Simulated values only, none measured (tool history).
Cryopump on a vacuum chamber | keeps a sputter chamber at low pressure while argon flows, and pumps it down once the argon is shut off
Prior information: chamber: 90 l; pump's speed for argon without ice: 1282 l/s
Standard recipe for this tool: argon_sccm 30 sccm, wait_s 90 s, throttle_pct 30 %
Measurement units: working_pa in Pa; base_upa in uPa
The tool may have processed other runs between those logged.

| run | hour | argon_sccm | wait_s | throttle_pct | working_pa | base_upa |
|---|---|---|---|---|---|---|
| 1 | 0 | 30 | 90 | 30 | 0.1378 | 2.67 |
| 2 | 24.7 | 30 | 90 | 30 | 0.1376 | 2.79 |
| 3 | 50.3 | 30 | 90 | 30 | 0.1385 | 2.76 |
| 4 | 76.5 | 30 | 90 | 30 | 0.1395 | 2.88 |
| 5 | 101.5 | 30 | 90 | 30 | 0.1406 | 2.76 |
| 6 | 120.3 | 30 | 90 | 30 | 0.1397 | 2.86 |
| 7 | 138.1 | 30 | 90 | 30 | 0.1398 | 2.9 |
| 8 | 167.5 | 42 | 90 | 31 | 0.1924 | 2.87 |
| 9 | 195.4 | 19 | 166 | 29 | 0.0938 | 2.9 |
| 10 | 223.8 | 53 | 99 | 29 | 0.2601 | 3 |
| 11 | 250.8 | 53 | 99 | 29 | 0.2586 | 3.24 |
| 12 | 274.8 | 21 | 90 | 32 | 0.0961 | 3.16 |
| 13 | 289.9 | 21 | 90 | 32 | 0.0949 | 3.31 |
| 14 | 313.8 | 29 | 90 | 19 | 0.215 | 3.37 |

Below are 3 alternative next runs, each starting from the tool's condition after run 14. Predict each:
| A | 337.8 | 14 | 63 | 38 | ? | ? |
| B | 337.8 | 35 | 90 | 19 | ? | ? |
| C | 337.8 | 16 | 90 | 19 | ? | ? |

| run | working_pa | base_upa |
|---|---|---|
| A | 0.0545 | 3.57 |
| B | 0.2596 | 3.35 |
| C | 0.1195 | 3.4 |
The same runs, with their run-to-run variation unchanged, on a tool lacking any hidden condition would have given:
| run | working_pa | base_upa |
|---|---|---|
| A | 0.0478 | 0.68 |
| B | 0.243 | 0.52 |
| C | 0.1118 | 0.55 |
